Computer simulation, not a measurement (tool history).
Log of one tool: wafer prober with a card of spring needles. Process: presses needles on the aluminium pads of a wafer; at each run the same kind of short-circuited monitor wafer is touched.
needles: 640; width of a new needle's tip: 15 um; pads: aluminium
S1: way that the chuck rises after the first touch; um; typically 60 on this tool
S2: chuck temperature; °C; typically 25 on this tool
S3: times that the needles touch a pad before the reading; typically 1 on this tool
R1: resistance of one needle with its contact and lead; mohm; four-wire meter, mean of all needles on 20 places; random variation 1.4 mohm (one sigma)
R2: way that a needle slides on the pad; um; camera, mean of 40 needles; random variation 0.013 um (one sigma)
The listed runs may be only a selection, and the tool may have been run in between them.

run 1 hour=0 | S1=60 S2=25 S3=1 | R1=122 R2=10.29
-- hour=19.3 tips cleaned on abrasive film
run 2 hour=23.1 | S1=60 S2=66 S3=1 | R1=124 R2=10.27
-- hour=37.3 tips cleaned on abrasive film
-- hour=57.4 tips cleaned on abrasive film
run 3 hour=61.2 | S1=60 S2=90 S3=1 | R1=129 R2=10.26
-- hour=76.6 tips cleaned on abrasive film
-- hour=95.5 tips cleaned on abrasive film
run 4 hour=104.2 | S1=60 S2=90 S3=1 | R1=131 R2=10.27
-- hour=114.2 tips cleaned on abrasive film
run 5 hour=126.8 | S1=60 S2=25 S3=1 | R1=121 R2=10.26
-- hour=134.4 tips cleaned on abrasive film
run 6 hour=149.3 | S1=60 S2=25 S3=1 | R1=121 R2=10.27
-- hour=152.5 tips cleaned on abrasive film
run 7 hour=170 | S1=60 S2=25 S3=1 | R1=121 R2=10.27
-- hour=173.3 tips cleaned on abrasive film
-- hour=192 tips cleaned on abrasive film
run 8 hour=201.2 | S1=60 S2=25 S3=1 | R1=123 R2=10.26
-- hour=209.9 tips cleaned on abrasive film
run 9 hour=225 | S1=55 S2=55 S3=1 | R1=125 R2=9.39
-- hour=229.1 tips cleaned on abrasive film
-- hour=249.7 tips cleaned on abrasive film
run 10 hour=256.9 | S1=55 S2=55 S3=1 | R1=127 R2=9.4
-- hour=268.2 tips cleaned on abrasive film
-- hour=288.4 tips cleaned on abrasive film
run 11 hour=289.6 | S1=41 S2=44 S3=1 | R1=127 R2=6.99
-- hour=307.7 tips cleaned on abrasive film
run 12 hour=315.1 | S1=41 S2=44 S3=1 | R1=131 R2=7
-- hour=327.2 tips cleaned on abrasive film
run 13 hour=340.3 | S1=51 S2=90 S3=2 | R1=133 R2=8.68
-- hour=346.5 tips cleaned on abrasive film
-- hour=366.2 tips cleaned on abrasive film
run 14 hour=382.4 | S1=48 S2=50 S3=2 | R1=128 R2=8.19
-- hour=386 tips cleaned on abrasive film
-- hour=396.5 height of the first contact set anew
-- hour=404.8 tips cleaned on abrasive film
run 15 hour=422.4 | S1=71 S2=39 S3=1 | R1=122 R2=12.11
-- hour=424.9 tips cleaned on abrasive film
run 16 hour=441.8 | S1=71 S2=39 S3=1 | R1=119 R2=12.08

Below are 3 alternative next runs, each starting from the tool's condition after run 16. Predict each:
-- hour=444.6 tips cleaned on abrasive film
-- hour=463 tips cleaned on abrasive film
run A hour=471.2 | S1=71 S2=68 S3=1 | R1=? R2=?
-- hour=444.6 tips cleaned on abrasive film
-- hour=463 tips cleaned on abrasive film
run B hour=471.2 | S1=69 S2=62 S3=2 | R1=? R2=?
-- hour=444.6 tips cleaned on abrasive film
-- hour=463 tips cleaned on abrasive film
run C hour=471.2 | S1=60 S2=25 S3=2 | R1=? R2=?

run=A R1=128 R2=12.07
run=B R1=125 R2=11.74
run=C R1=121 R2=10.22
With no hidden state in the tool, these same runs would have given:
run=A R1=127 R2=12.15
run=B R1=125 R2=11.82
run=C R1=121 R2=10.29
